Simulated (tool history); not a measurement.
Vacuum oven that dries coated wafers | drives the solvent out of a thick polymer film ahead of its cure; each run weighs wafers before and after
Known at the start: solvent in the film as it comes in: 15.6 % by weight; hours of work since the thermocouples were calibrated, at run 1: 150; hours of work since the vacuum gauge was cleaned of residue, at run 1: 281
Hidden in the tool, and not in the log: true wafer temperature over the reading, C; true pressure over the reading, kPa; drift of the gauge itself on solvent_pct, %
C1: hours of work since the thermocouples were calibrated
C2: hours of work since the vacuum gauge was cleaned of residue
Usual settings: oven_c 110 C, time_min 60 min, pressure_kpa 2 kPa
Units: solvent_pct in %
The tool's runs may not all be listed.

run 1 hour=0 | oven_c=110 time_min=60 pressure_kpa=2 | C1=150 C2=281 | solvent_pct=3.48
run 2 hour=102.4 | oven_c=110 time_min=60 pressure_kpa=2 | C1=224 C2=355 | solvent_pct=3.48
run 3 hour=163.8 | oven_c=110 time_min=77 pressure_kpa=2 | C1=269 C2=399 | solvent_pct=2.65
run 4 hour=238.1 | oven_c=102 time_min=60 pressure_kpa=2 | C1=323 C2=453 | solvent_pct=5.99
run 5 hour=322 | oven_c=102 time_min=60 pressure_kpa=2 | C1=383 C2=514 | solvent_pct=6.01
run 6 hour=442.1 | oven_c=110 time_min=60 pressure_kpa=2 | C1=470 C2=600 | solvent_pct=3.45
run 7 hour=521.6 | oven_c=110 time_min=60 pressure_kpa=2 | C1=528 C2=658 | solvent_pct=3.48
run 8 hour=646.8 | oven_c=110 time_min=60 pressure_kpa=2 | C1=618 C2=749 | solvent_pct=3.45
run 9 hour=705.6 | oven_c=110 time_min=60 pressure_kpa=2 | C1=661 C2=791 | solvent_pct=3.47
run 10 hour=782 | oven_c=110 time_min=60 pressure_kpa=2 | C1=716 C2=847 | solvent_pct=3.49
run 11 hour=894.3 | oven_c=110 time_min=60 pressure_kpa=2 | C1=798 C2=928 | solvent_pct=3.5
run 12 hour=1022 | oven_c=110 time_min=60 pressure_kpa=2 | C1=890 C2=1020 | solvent_pct=3.48
run 13 hour=1146.4 | oven_c=110 time_min=60 pressure_kpa=2 | C1=980 C2=1110 | solvent_pct=3.46
run 14 hour=1230.1 | oven_c=110 time_min=60 pressure_kpa=2 | C1=1040 C2=1171 | solvent_pct=3.48
run 15 hour=1333 | oven_c=110 time_min=60 pressure_kpa=6.13 | C1=1115 C2=1245 | solvent_pct=5.66

The next listed run, before its measurement:
run 16 hour=1450 | oven_c=114 time_min=45 pressure_kpa=6.13 | C1=1200 C2=1330 | solvent_pct=?

solvent_pct: 5.35 %
Without the tool's hidden state the same run would have given solvent_pct 5.35 %.

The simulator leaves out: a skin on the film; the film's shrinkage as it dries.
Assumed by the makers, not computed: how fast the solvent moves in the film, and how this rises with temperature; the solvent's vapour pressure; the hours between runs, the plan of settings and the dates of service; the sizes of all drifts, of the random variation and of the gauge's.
